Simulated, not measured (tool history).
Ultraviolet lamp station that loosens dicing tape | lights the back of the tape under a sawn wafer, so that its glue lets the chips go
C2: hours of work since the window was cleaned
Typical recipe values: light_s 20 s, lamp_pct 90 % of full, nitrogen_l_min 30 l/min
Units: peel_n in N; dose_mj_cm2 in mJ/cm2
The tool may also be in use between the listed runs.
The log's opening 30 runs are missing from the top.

run 31 hour=711.1 | light_s=18 lamp_pct=95 nitrogen_l_min=16 | hours_of_work_of_the_lamp=825 C2=301 | peel_n=1.103 dose_mj_cm2=445
run 32 hour=739.7 | light_s=18 lamp_pct=86 nitrogen_l_min=16 | hours_of_work_of_the_lamp=842 C2=318 | peel_n=1.307 dose_mj_cm2=395
-- hour=770.5 window cleaned of glue's vapour
run 33 hour=772.3 | light_s=16 lamp_pct=89 nitrogen_l_min=19 | hours_of_work_of_the_lamp=861 C2=1 | peel_n=1.102 dose_mj_cm2=415
run 34 hour=788.7 | light_s=17 lamp_pct=89 nitrogen_l_min=19 | hours_of_work_of_the_lamp=871 C2=11 | peel_n=0.958 dose_mj_cm2=439
run 35 hour=818.3 | light_s=17 lamp_pct=89 nitrogen_l_min=19 | hours_of_work_of_the_lamp=888 C2=28 | peel_n=0.994 dose_mj_cm2=439
run 36 hour=837.3 | light_s=10 lamp_pct=90 nitrogen_l_min=12 | hours_of_work_of_the_lamp=899 C2=39 | peel_n=3.071 dose_mj_cm2=258
run 37 hour=860.5 | light_s=20 lamp_pct=61 nitrogen_l_min=13 | hours_of_work_of_the_lamp=913 C2=53 | peel_n=1.893 dose_mj_cm2=346
run 38 hour=892.3 | light_s=20 lamp_pct=61 nitrogen_l_min=13 | hours_of_work_of_the_lamp=932 C2=72 | peel_n=1.956 dose_mj_cm2=333
run 39 hour=918.4 | light_s=23 lamp_pct=83 nitrogen_l_min=52 | hours_of_work_of_the_lamp=947 C2=87 | peel_n=0.362 dose_mj_cm2=525
run 40 hour=942.2 | light_s=11 lamp_pct=90 nitrogen_l_min=33 | hours_of_work_of_the_lamp=961 C2=101 | peel_n=1.947 dose_mj_cm2=267
run 41 hour=956.2 | light_s=19 lamp_pct=72 nitrogen_l_min=22 | hours_of_work_of_the_lamp=970 C2=110 | peel_n=1.264 dose_mj_cm2=367
run 42 hour=975.2 | light_s=20 lamp_pct=73 nitrogen_l_min=12 | hours_of_work_of_the_lamp=981 C2=121 | peel_n=1.567 dose_mj_cm2=392

Branching from run 42: 4 alternative next runs. What would each branch give?
run A hour=1003.4 | light_s=39 lamp_pct=70 nitrogen_l_min=12 | hours_of_work_of_the_lamp=998 C2=138 | peel_n=? dose_mj_cm2=?
run B hour=1003.4 | light_s=13 lamp_pct=73 nitrogen_l_min=12 | hours_of_work_of_the_lamp=998 C2=138 | peel_n=? dose_mj_cm2=?
run C hour=1003.4 | light_s=14 lamp_pct=64 nitrogen_l_min=29 | hours_of_work_of_the_lamp=998 C2=138 | peel_n=? dose_mj_cm2=?
run D hour=1003.4 | light_s=17 lamp_pct=60 nitrogen_l_min=12 | hours_of_work_of_the_lamp=998 C2=138 | peel_n=? dose_mj_cm2=?

run=A peel_n=0.407 dose_mj_cm2=725
run=B peel_n=3.044 dose_mj_cm2=252
run=C peel_n=2.348 dose_mj_cm2=234
run=D peel_n=2.782 dose_mj_cm2=266
Take away the tool's hidden state, keep each run's random variation, and the runs would have read:
run=A peel_n=0.207 dose_mj_cm2=1006
run=B peel_n=1.907 dose_mj_cm2=351
run=C peel_n=1.357 dose_mj_cm2=326
run=D peel_n=1.691 dose_mj_cm2=370
